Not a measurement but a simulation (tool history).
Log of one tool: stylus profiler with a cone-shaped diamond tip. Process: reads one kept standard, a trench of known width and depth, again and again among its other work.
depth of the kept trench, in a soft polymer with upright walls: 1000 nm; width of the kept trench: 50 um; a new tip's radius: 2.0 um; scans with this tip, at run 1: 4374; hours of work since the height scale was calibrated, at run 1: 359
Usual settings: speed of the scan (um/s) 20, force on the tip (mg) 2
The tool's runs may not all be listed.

run,hour,speed of the scan (um/s),force on the tip (mg),scans with this tip,hours of work since the height scale was calibrated,depth of the trench (angstrom),width of the trench's floor (nm)
1,0,20,2,4374,359,10126.9,46080
2,82.6,20,2,4953,407,10126.7,45980
3,185.1,20,1.14,5670,466,10082.4,45920
4,255.7,20,1.14,6164,506,10079.5,45940
5,311.5,20,1.14,6555,538,10080.8,45900
6,399,20,1.14,7168,589,10081.2,45770
7,491.3,20,1.14,7814,642,10079.6,45810
8,585.5,20,1.11,8473,696,10077,45730
9,674.1,20,1.11,9094,747,10069.9,45680
10,768.7,12,2.29,9755,801,10133.4,45710
11,829.9,11,0.9,10184,837,10056.8,45610
12,922.1,14,0.9,10829,890,10062.8,45690
13,1000.4,7,1.78,11378,935,10105.3,45620

Hidden state or all else? Some run-to-run changes of depth of the trench (angstrom), split into what the settings, what came in and random variation would give without the hidden state, and what is left for the hidden state (with any gauge scatter that isn't in both results):
The hidden state here: radius of the tip, um; height scale over the true one, %; drift of the gauge itself on depth_nm, %; drift of the gauge itself on floor_um, %.
Run 9 -> 10: speed of the scan (um/s) 20 -> 12, force on the tip (mg) 1.11 -> 2.29. depth of the trench (angstrom) +63.5: hidden state -1.5, all else +65.
Run 10 -> 11: speed of the scan (um/s) 12 -> 11, force on the tip (mg) 2.29 -> 0.9. depth of the trench (angstrom) -76.6: hidden state -0.7, all else -75.9.
